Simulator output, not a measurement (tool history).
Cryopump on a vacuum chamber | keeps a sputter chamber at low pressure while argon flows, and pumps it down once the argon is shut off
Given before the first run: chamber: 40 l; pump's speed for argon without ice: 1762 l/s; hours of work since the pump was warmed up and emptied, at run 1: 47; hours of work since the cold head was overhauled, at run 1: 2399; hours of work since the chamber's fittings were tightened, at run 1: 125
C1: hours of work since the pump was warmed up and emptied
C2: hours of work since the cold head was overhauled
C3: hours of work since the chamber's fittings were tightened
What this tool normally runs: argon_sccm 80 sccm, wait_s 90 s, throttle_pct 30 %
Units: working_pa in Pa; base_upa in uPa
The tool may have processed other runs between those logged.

{"run": 1, "hour": 0.0, "argon_sccm": 80, "wait_s": 90, "throttle_pct": 30, "C1": 47, "C2": 2399, "C3": 125, "working_pa": 0.2591, "base_upa": 0.58}
{"run": 2, "hour": 73.1, "argon_sccm": 80, "wait_s": 90, "throttle_pct": 30, "C1": 91, "C2": 2443, "C3": 169, "working_pa": 0.2595, "base_upa": 0.69}
{"run": 3, "hour": 195.8, "argon_sccm": 80, "wait_s": 90, "throttle_pct": 30, "C1": 165, "C2": 2517, "C3": 243, "working_pa": 0.264, "base_upa": 0.65}
{"run": 4, "hour": 308.0, "argon_sccm": 80, "wait_s": 90, "throttle_pct": 30, "C1": 232, "C2": 2584, "C3": 310, "working_pa": 0.2652, "base_upa": 0.81}
{"run": 5, "hour": 420.3, "argon_sccm": 80, "wait_s": 164, "throttle_pct": 30, "C1": 300, "C2": 2652, "C3": 378, "working_pa": 0.2673, "base_upa": 0.66}
{"hour": 449.2, "done": "pump warmed up, emptied and cooled again"}
{"run": 6, "hour": 549.2, "argon_sccm": 80, "wait_s": 164, "throttle_pct": 30, "C1": 60, "C2": 2726, "C3": 452, "working_pa": 0.2576, "base_upa": 0.69}
{"run": 7, "hour": 610.4, "argon_sccm": 80, "wait_s": 164, "throttle_pct": 30, "C1": 97, "C2": 2763, "C3": 489, "working_pa": 0.2596, "base_upa": 0.69}
{"run": 8, "hour": 700.2, "argon_sccm": 80, "wait_s": 164, "throttle_pct": 30, "C1": 151, "C2": 2817, "C3": 543, "working_pa": 0.2612, "base_upa": 0.75}
{"run": 9, "hour": 820.3, "argon_sccm": 80, "wait_s": 164, "throttle_pct": 30, "C1": 223, "C2": 2889, "C3": 615, "working_pa": 0.2637, "base_upa": 0.84}
{"run": 10, "hour": 900.4, "argon_sccm": 80, "wait_s": 164, "throttle_pct": 30, "C1": 271, "C2": 2937, "C3": 663, "working_pa": 0.2664, "base_upa": 0.91}
{"hour": 981.4, "done": "pump warmed up, emptied and cooled again"}
{"run": 11, "hour": 1016.6, "argon_sccm": 80, "wait_s": 164, "throttle_pct": 30, "C1": 21, "C2": 3004, "C3": 730, "working_pa": 0.2599, "base_upa": 0.84}
{"run": 12, "hour": 1078.1, "argon_sccm": 80, "wait_s": 164, "throttle_pct": 30, "C1": 58, "C2": 3041, "C3": 766, "working_pa": 0.2589, "base_upa": 0.88}
{"run": 13, "hour": 1204.6, "argon_sccm": 80, "wait_s": 164, "throttle_pct": 30, "C1": 134, "C2": 3117, "C3": 842, "working_pa": 0.2629, "base_upa": 0.95}

Predict the results of run 14:
{"run": 14, "hour": 1260.6, "argon_sccm": 80, "wait_s": 164, "throttle_pct": 30, "C1": 168, "C2": 3150, "C3": 876, "working_pa": "?", "base_upa": "?"}

{"run 14": {"working_pa": 0.2646, "base_upa": 1.07}}
Had the tool carried no hidden state, the very same run would have given working_pa 0.2566 Pa, base_upa 0.41 uPa.
